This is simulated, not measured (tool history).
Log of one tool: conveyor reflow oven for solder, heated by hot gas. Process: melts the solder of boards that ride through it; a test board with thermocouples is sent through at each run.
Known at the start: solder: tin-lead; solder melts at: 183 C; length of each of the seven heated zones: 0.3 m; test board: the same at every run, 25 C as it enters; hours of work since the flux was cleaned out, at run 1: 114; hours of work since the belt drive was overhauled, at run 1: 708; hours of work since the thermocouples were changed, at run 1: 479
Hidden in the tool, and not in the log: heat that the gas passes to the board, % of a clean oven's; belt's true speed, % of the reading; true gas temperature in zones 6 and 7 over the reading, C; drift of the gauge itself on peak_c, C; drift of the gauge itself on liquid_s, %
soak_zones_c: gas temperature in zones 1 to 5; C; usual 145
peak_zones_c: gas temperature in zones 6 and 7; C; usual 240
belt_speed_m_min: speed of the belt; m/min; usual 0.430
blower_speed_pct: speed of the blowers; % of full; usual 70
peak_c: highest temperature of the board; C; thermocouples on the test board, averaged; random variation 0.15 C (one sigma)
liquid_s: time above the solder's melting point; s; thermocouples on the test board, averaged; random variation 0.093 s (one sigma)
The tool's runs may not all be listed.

run	hour	soak_zones_c	peak_zones_c	belt_speed_m_min	blower_speed_pct	hours of work since the flux was cleaned out	hours of work since the belt drive was overhauled	hours of work since the thermocouples were changed	peak_c	liquid_s
1	0.0	145	240	0.430	70	114	708	479	224.6	71.88
2	82.4	145	240	0.430	70	179	773	544	224.2	72.01
3	130.2	145	240	0.430	57	216	810	582	220.4	68.51
4	179.4	145	240	0.430	70	255	849	620	224.1	71.60
5	239.7	145	240	0.372	70	302	896	667	227.7	86.19
6	291.8	145	245	0.430	70	343	937	708	227.9	74.05
# hour 314.1: flux residue cleaned out of gas plates and filters
7	341.6	145	245	0.430	70	22	972	744	227.2	73.89
8	421.7	145	245	0.430	70	84	1035	806	227.2	73.74
9	455.7	145	245	0.430	70	111	1062	833	227.0	73.47
10	516.5	145	240	0.430	70	159	1109	881	222.6	70.53
11	554.9	145	240	0.430	70	189	1140	911	222.4	70.56
12	626.4	145	240	0.430	70	245	1196	967	221.9	70.36
# hour 670.7: thermocouples of zones 6 and 7 changed
# hour 702.2: flux residue cleaned out of gas plates and filters, once more
13	709.9	145	240	0.430	70	6	1256	27	225.9	73.42
14	748.0	145	240	0.430	70	36	1286	57	225.7	73.26
15	820.3	145	240	0.430	70	93	1342	114	225.4	73.03
16	859.4	145	240	0.430	70	123	1373	144	225.6	73.03
17	911.2	154	236	0.430	70	164	1414	185	223.1	75.80
# hour 918.8: belt drive overhauled, speed set with a stopwatch
18	953.6	154	236	0.430	70	194	27	215	222.5	73.52
19	1014.0	154	251	0.390	70	242	75	262	238.0	89.99
20	1051.9	154	244	0.351	72	271	104	292	234.4	98.25
21	1130.2	145	240	0.433	70	333	166	354	223.7	69.81
# hour 1161.5: flux residue cleaned out of gas plates and filters
22	1181.6	132	230	0.429	78	16	202	390	215.6	60.28
23	1229.6	145	240	0.373	88	53	240	428	231.3	87.44
24	1294.4	145	240	0.404	70	104	291	479	226.0	77.10
25	1347.8	145	240	0.404	70	146	333	520	225.7	76.89
26	1421.1	145	240	0.500	70	204	390	578	218.9	57.07
27	1482.9	140	240	0.430	56	252	439	627	218.3	63.94
28	1563.5	154	240	0.356	70	316	502	690	228.9	94.51
29	1609.9	154	240	0.438	70	352	539	726	223.8	73.49
# hour 1621.8: flux residue cleaned out of gas plates and filters
30	1674.6	132	240	0.358	70	41	585	773	226.9	83.48

How the hidden state differs across the entries between the runs, from the last listed run before each to the first after it:
Between runs 6 and 7: flux residue cleaned out of gas plates and filters (hour 314.1)
  heat that the gas passes to the board, % of a clean oven's: 95.9 -> 94.1; belt's true speed, % of the reading: 98.66 -> 98.62; true gas temperature in zones 6 and 7 over the reading, C: -1.83 -> -1.93
  measured less the result without the state, peak_c: -2.2 -> -2.8 C; liquid_s: -0.34 -> -0.65 s
Between runs 12 and 13: thermocouples of zones 6 and 7 changed (hour 670.7); flux residue cleaned out of gas plates and filters, once more (hour 702.2)
  heat that the gas passes to the board, % of a clean oven's: 91.6 -> 99.8; belt's true speed, % of the reading: 98.31 -> 98.23; true gas temperature in zones 6 and 7 over the reading, C: -2.51 -> -0.29
  measured less the result without the state, peak_c: -3.8 -> +0.2 C; liquid_s: -1.49 -> +1.49 s
Between runs 17 and 18: belt drive overhauled, speed set with a stopwatch (hour 918.8)
  heat that the gas passes to the board, % of a clean oven's: 97.9 -> 97.5; belt's true speed, % of the reading: 98 -> 100.18; true gas temperature in zones 6 and 7 over the reading, C: -0.71 -> -0.78
  measured less the result without the state, peak_c: -0.6 -> -1.2 C; liquid_s: +1.20 -> -0.97 s
Between runs 21 and 22: flux residue cleaned out of gas plates and filters (hour 1161.5)
  heat that the gas passes to the board, % of a clean oven's: 95.9 -> 99.2; belt's true speed, % of the reading: 99.98 -> 99.93; true gas temperature in zones 6 and 7 over the reading, C: -1.15 -> -1.25
  measured less the result without the state, peak_c: -2.0 -> -1.3 C; liquid_s: -1.38 -> -1.05 s
Between runs 29 and 30: flux residue cleaned out of gas plates and filters (hour 1621.8)
  heat that the gas passes to the board, % of a clean oven's: 95.1 -> 99.2; belt's true speed, % of the reading: 99.46 -> 99.4; true gas temperature in zones 6 and 7 over the reading, C: -2.11 -> -2.24
  measured less the result without the state, peak_c: -2.8 -> -2.1 C; liquid_s: -1.32 -> -0.90 s

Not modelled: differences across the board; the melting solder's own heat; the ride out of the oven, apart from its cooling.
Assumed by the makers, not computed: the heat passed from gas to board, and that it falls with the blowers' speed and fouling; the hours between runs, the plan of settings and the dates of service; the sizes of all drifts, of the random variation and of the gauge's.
